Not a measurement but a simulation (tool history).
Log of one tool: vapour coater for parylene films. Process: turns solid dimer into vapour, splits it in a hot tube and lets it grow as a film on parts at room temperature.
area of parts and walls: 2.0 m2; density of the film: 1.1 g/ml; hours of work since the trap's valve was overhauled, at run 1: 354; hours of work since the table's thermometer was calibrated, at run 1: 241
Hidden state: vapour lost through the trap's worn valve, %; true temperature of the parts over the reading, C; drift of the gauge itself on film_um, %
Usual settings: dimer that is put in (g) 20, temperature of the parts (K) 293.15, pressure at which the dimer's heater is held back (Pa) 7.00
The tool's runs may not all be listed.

run	day	dimer that is put in (g)	temperature of the parts (K)	pressure at which the dimer's heater is held back (Pa)	hours of work since the trap's valve was overhauled	hours of work since the table's thermometer was calibrated	thickness of the film (um)
1	0.000	20	293.15	7.00	354	241	5.26
2	2.596	20	293.15	7.00	403	290	5.19
# day 5.546: trap's valve overhauled
3	5.546	20	293.15	7.00	0	342	5.52
4	7.400	20	291.15	7.00	35	376	6.14
5	10.833	20	291.15	7.00	99	440	6.05
6	12.679	20	291.15	7.00	133	475	6.00
7	16.021	20	291.15	7.00	195	537	5.95
8	19.075	20	291.15	7.00	252	594	5.92
9	21.142	20	293.15	8.26	291	633	5.35
10	24.108	20	293.15	8.26	346	688	5.31
11	26.567	20	293.15	7.00	392	734	5.35
# day 29.933: trap's valve overhauled
12	30.212	20	293.15	7.00	5	799	5.61
13	32.858	20	293.15	3.12	55	848	5.88
14	35.504	20	293.15	3.12	104	897	5.90
15	38.712	20	293.15	3.12	164	957	5.80
16	42.279	20	293.15	7.00	230	1024	5.50
17	44.862	20	293.15	7.00	279	1072	5.47
18	47.121	20	293.15	7.00	321	1114	5.41
19	48.983	20	293.15	7.00	355	1149	5.44
20	50.625	20	293.15	9.22	386	1180	5.30
21	52.842	20	293.15	9.22	427	1221	5.28
# day 54.371: trap's valve overhauled
22	55.192	20	293.15	9.22	15	1262	5.61
23	57.812	20	293.15	7.00	64	1311	5.74
24	61.462	20	293.15	7.00	132	1379	5.67

Run 25 comes next. What will it give?
25	64.408	24	293.15	7.00	187	1434	?

{"run 25": {"thickness of the film (um)": 6.81}}
Without the tool's hidden state the same run would have given thickness of the film (um) 6.67.
